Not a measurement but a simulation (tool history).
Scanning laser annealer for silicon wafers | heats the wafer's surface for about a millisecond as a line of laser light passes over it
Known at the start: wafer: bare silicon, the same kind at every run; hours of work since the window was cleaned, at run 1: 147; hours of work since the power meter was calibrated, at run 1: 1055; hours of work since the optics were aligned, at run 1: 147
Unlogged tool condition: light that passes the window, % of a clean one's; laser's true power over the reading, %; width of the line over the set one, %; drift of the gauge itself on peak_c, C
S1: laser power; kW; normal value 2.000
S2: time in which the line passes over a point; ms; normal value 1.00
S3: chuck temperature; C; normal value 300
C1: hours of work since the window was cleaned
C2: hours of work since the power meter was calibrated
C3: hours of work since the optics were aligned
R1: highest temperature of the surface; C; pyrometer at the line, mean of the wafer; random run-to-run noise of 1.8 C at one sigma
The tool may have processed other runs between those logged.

| run | day | S1 | S2 | S3 | C1 | C2 | C3 | R1 |
|---|---|---|---|---|---|---|---|---|
| 1 | 0.000 | 2.000 | 1.00 | 300 | 147 | 1055 | 147 | 1008 |
| 2 | 1.708 | 2.000 | 1.00 | 300 | 176 | 1084 | 176 | 1008 |
| 3 | 2.900 | 2.000 | 1.00 | 300 | 196 | 1104 | 196 | 1005 |
| 4 | 4.775 | 2.000 | 1.00 | 300 | 228 | 1136 | 228 | 1002 |
| 5 | 7.000 | 2.167 | 1.00 | 300 | 265 | 1173 | 265 | 1080 |
| 6 | 8.904 | 2.008 | 1.00 | 300 | 297 | 1205 | 297 | 999 |
| 7 | 10.342 | 2.008 | 1.00 | 300 | 321 | 1230 | 321 | 997 |
| 8 | 11.854 | 2.008 | 1.00 | 300 | 347 | 1255 | 347 | 992 |
| 9 | 13.704 | 2.023 | 1.00 | 292 | 378 | 1286 | 378 | 991 |

Expected results for the next run?
| 10 | 15.038 | 2.023 | 0.93 | 292 | 400 | 1309 | 400 | ? |

Logged for run 10: R1 960 C.
If the tool had no hidden condition, the same run with the same run-to-run variation would have returned R1 999 C.

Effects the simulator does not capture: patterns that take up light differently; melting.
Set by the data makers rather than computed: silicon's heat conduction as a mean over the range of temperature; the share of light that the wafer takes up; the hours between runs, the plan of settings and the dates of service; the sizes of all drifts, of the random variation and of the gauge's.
